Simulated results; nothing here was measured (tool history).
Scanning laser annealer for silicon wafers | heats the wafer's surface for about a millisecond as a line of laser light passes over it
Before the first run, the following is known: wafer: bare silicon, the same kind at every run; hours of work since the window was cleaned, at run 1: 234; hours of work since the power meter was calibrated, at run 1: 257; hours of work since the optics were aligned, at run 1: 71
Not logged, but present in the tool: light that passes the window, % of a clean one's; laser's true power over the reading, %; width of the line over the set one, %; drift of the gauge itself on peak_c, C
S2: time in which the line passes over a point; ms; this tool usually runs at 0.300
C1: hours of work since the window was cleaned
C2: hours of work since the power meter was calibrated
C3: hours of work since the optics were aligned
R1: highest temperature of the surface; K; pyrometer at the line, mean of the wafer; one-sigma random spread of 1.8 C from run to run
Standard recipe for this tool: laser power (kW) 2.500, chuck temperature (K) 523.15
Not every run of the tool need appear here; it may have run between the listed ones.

Run 1, hour 0.0: usual settings; C1 234; C2 257; C3 71. Result: R1 1268.15 K.
Run 2, hour 8.3: usual settings but S2 0.309 ms; C1 240; C2 263; C3 78. Result: R1 1276.15 K.
Run 3, hour 18.1: usual settings but S2 0.309 ms; C1 248; C2 271; C3 86. Result: R1 1280.15 K.
Run 4, hour 28.8: usual settings but S2 0.265 ms; C1 256; C2 279; C3 94. Result: R1 1216.15 K.
Run 5, hour 43.1: usual settings; C1 268; C2 291; C3 105. Result: R1 1267.15 K.
Run 6, hour 58.0: usual settings but chuck temperature (K) 559.15; C1 279; C2 302; C3 117. Result: R1 1300.15 K.
Run 7, hour 74.9: usual settings but chuck temperature (K) 559.15; C1 293; C2 316; C3 130. Result: R1 1301.15 K.
Run 8, hour 88.3: usual settings but chuck temperature (K) 494.15; C1 303; C2 326; C3 141. Result: R1 1235.15 K.
Run 9, hour 104.6: usual settings but chuck temperature (K) 494.15; C1 316; C2 339; C3 154. Result: R1 1232.15 K.
Run 10, hour 118.9: usual settings but chuck temperature (K) 494.15; C1 327; C2 350; C3 165. Result: R1 1235.15 K.
At hour 122.6: window over the wafer cleaned.
Run 11, hour 132.2: usual settings but laser power (kW) 2.651, S2 0.260 ms, chuck temperature (K) 551.15; C1 8; C2 359; C3 174. Result: R1 1286.15 K.
Run 12, hour 146.6: usual settings but laser power (kW) 2.517, chuck temperature (K) 494.15; C1 19; C2 371; C3 185. Result: R1 1237.15 K.
Run 13, hour 160.1: usual settings but laser power (kW) 2.517, chuck temperature (K) 494.15; C1 30; C2 381; C3 196. Result: R1 1237.15 K.
Run 14, hour 177.0: usual settings but laser power (kW) 2.517, chuck temperature (K) 494.15; C1 43; C2 395; C3 209. Result: R1 1235.15 K.
Run 15, hour 190.5: usual settings but laser power (kW) 2.307, S2 0.367 ms, chuck temperature (K) 534.15; C1 53; C2 405; C3 220. Result: R1 1275.15 K.
At hour 202.2: window over the wafer cleaned, once more.
Run 16, hour 206.1: usual settings but laser power (kW) 2.619; C1 3; C2 416; C3 231. Result: R1 1315.15 K.
Run 17, hour 219.9: usual settings but laser power (kW) 2.619, S2 0.268 ms, chuck temperature (K) 484.15; C1 14; C2 427; C3 242. Result: R1 1226.15 K.
Run 18, hour 233.6: usual settings but laser power (kW) 2.481, S2 0.268 ms, chuck temperature (K) 556.15; C1 25; C2 438; C3 252. Result: R1 1254.15 K.
Run 19, hour 248.8: usual settings but S2 0.278 ms, chuck temperature (K) 494.15; C1 37; C2 450; C3 264. Result: R1 1211.15 K.
Run 20, hour 258.7: usual settings but laser power (kW) 2.624, chuck temperature (K) 488.15; C1 45; C2 457; C3 272. Result: R1 1279.15 K.

Some steps in R1 between neighbouring runs. How much of each would the tool show without its hidden state too (settings, what came in, random variation), and how much is left for the hidden state, with any gauge scatter that isn't in both results?
Run 10 -> 11: laser power (kW) 2.500 -> 2.651, S2 0.300 -> 0.260, chuck temperature (K) 494.15 -> 551.15, window over the wafer cleaned. R1 +51.00 K: hidden state -4.00, all else +55.00.
Run 15 -> 16: laser power (kW) 2.307 -> 2.619, S2 0.367 -> 0.300, chuck temperature (K) 534.15 -> 523.15, window over the wafer cleaned, once more. R1 +40.00 K: hidden state +12.00, all else +28.00.
Run 16 -> 17: S2 0.300 -> 0.268, chuck temperature (K) 523.15 -> 484.15. R1 -89.00 K: hidden state +0.00, all else -89.00.
Run 19 -> 20: laser power (kW) 2.500 -> 2.624, S2 0.278 -> 0.300, chuck temperature (K) 494.15 -> 488.15. R1 +68.00 K: hidden state -1.00, all else +69.00.
